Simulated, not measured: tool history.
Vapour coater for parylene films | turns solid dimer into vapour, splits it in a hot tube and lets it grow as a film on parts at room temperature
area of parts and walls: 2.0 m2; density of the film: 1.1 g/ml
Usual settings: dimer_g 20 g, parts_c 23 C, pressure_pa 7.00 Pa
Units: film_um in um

run 1 hour=0.0 | dimer_g=20 parts_c=23 pressure_pa=7.00 | film_um=4.61
run 2 hour=22.5 | dimer_g=20 parts_c=23 pressure_pa=7.00 | film_um=4.55
run 3 hour=53.8 | dimer_g=20 parts_c=23 pressure_pa=7.00 | film_um=4.55
run 4 hour=70.2 | dimer_g=20 parts_c=23 pressure_pa=7.00 | film_um=4.55
run 5 hour=93.8 | dimer_g=10 parts_c=23 pressure_pa=7.00 | film_um=2.27
run 6 hour=127.2 | dimer_g=20 parts_c=23 pressure_pa=5.81 | film_um=4.66
run 7 hour=150.9 | dimer_g=20 parts_c=23 pressure_pa=5.81 | film_um=4.61
-- hour=157.7 trap's valve overhauled
run 8 hour=178.6 | dimer_g=20 parts_c=23 pressure_pa=7.00 | film_um=4.37
run 9 hour=205.6 | dimer_g=20 parts_c=23 pressure_pa=7.00 | film_um=4.32
run 10 hour=232.1 | dimer_g=20 parts_c=23 pressure_pa=7.00 | film_um=4.34
run 11 hour=260.8 | dimer_g=20 parts_c=23 pressure_pa=7.00 | film_um=4.29
run 12 hour=280.5 | dimer_g=20 parts_c=23 pressure_pa=7.00 | film_um=4.29
-- hour=301.5 trap's valve overhauled, once more
run 13 hour=313.2 | dimer_g=20 parts_c=23 pressure_pa=7.00 | film_um=4.83
run 14 hour=337.1 | dimer_g=20 parts_c=23 pressure_pa=7.00 | film_um=4.81
run 15 hour=370.3 | dimer_g=20 parts_c=23 pressure_pa=7.00 | film_um=4.79
run 16 hour=389.9 | dimer_g=20 parts_c=23 pressure_pa=7.00 | film_um=4.77
run 17 hour=422.9 | dimer_g=20 parts_c=23 pressure_pa=7.00 | film_um=4.74
run 18 hour=455.5 | dimer_g=20 parts_c=23 pressure_pa=7.00 | film_um=4.68
run 19 hour=487.2 | dimer_g=20 parts_c=23 pressure_pa=7.00 | film_um=4.67
run 20 hour=509.5 | dimer_g=20 parts_c=23 pressure_pa=7.00 | film_um=4.64
run 21 hour=534.9 | dimer_g=20 parts_c=23 pressure_pa=7.00 | film_um=4.63
run 22 hour=563.6 | dimer_g=10 parts_c=23 pressure_pa=7.00 | film_um=2.31
run 23 hour=598.6 | dimer_g=20 parts_c=23 pressure_pa=7.00 | film_um=4.57
run 24 hour=618.3 | dimer_g=20 parts_c=23 pressure_pa=5.10 | film_um=4.84
run 25 hour=634.8 | dimer_g=9 parts_c=23 pressure_pa=4.28 | film_um=2.23
run 26 hour=655.4 | dimer_g=14 parts_c=31 pressure_pa=7.00 | film_um=2.24
run 27 hour=687.2 | dimer_g=14 parts_c=31 pressure_pa=7.00 | film_um=2.23
-- hour=722.8 trap's valve overhauled
run 28 hour=726.6 | dimer_g=16 parts_c=23 pressure_pa=7.00 | film_um=3.85
run 29 hour=742.7 | dimer_g=13 parts_c=22 pressure_pa=7.00 | film_um=3.31
run 30 hour=770.0 | dimer_g=13 parts_c=22 pressure_pa=7.00 | film_um=3.26
run 31 hour=798.8 | dimer_g=20 parts_c=28 pressure_pa=2.21 | film_um=4.63
run 32 hour=819.4 | dimer_g=20 parts_c=23 pressure_pa=7.00 | film_um=4.80
run 33 hour=849.8 | dimer_g=14 parts_c=30 pressure_pa=7.00 | film_um=2.41
run 34 hour=880.3 | dimer_g=14 parts_c=30 pressure_pa=7.00 | film_um=2.42
run 35 hour=914.2 | dimer_g=29 parts_c=30 pressure_pa=4.78 | film_um=5.27
run 36 hour=938.2 | dimer_g=16 parts_c=17 pressure_pa=7.65 | film_um=4.85
run 37 hour=966.6 | dimer_g=8 parts_c=19 pressure_pa=4.13 | film_um=2.42
run 38 hour=997.0 | dimer_g=23 parts_c=23 pressure_pa=4.58 | film_um=5.73
run 39 hour=1016.9 | dimer_g=23 parts_c=25 pressure_pa=2.89 | film_um=5.64
run 40 hour=1051.7 | dimer_g=9 parts_c=23 pressure_pa=7.00 | film_um=2.07
run 41 hour=1085.7 | dimer_g=9 parts_c=23 pressure_pa=7.00 | film_um=2.06

Run 42 comes next. What will it give?
run 42 hour=1115.2 | dimer_g=10 parts_c=29 pressure_pa=7.00 | film_um=?

Run 42 gave film_um 1.74 um.
Without the tool's hidden state the same run would have given film_um 1.82 um.
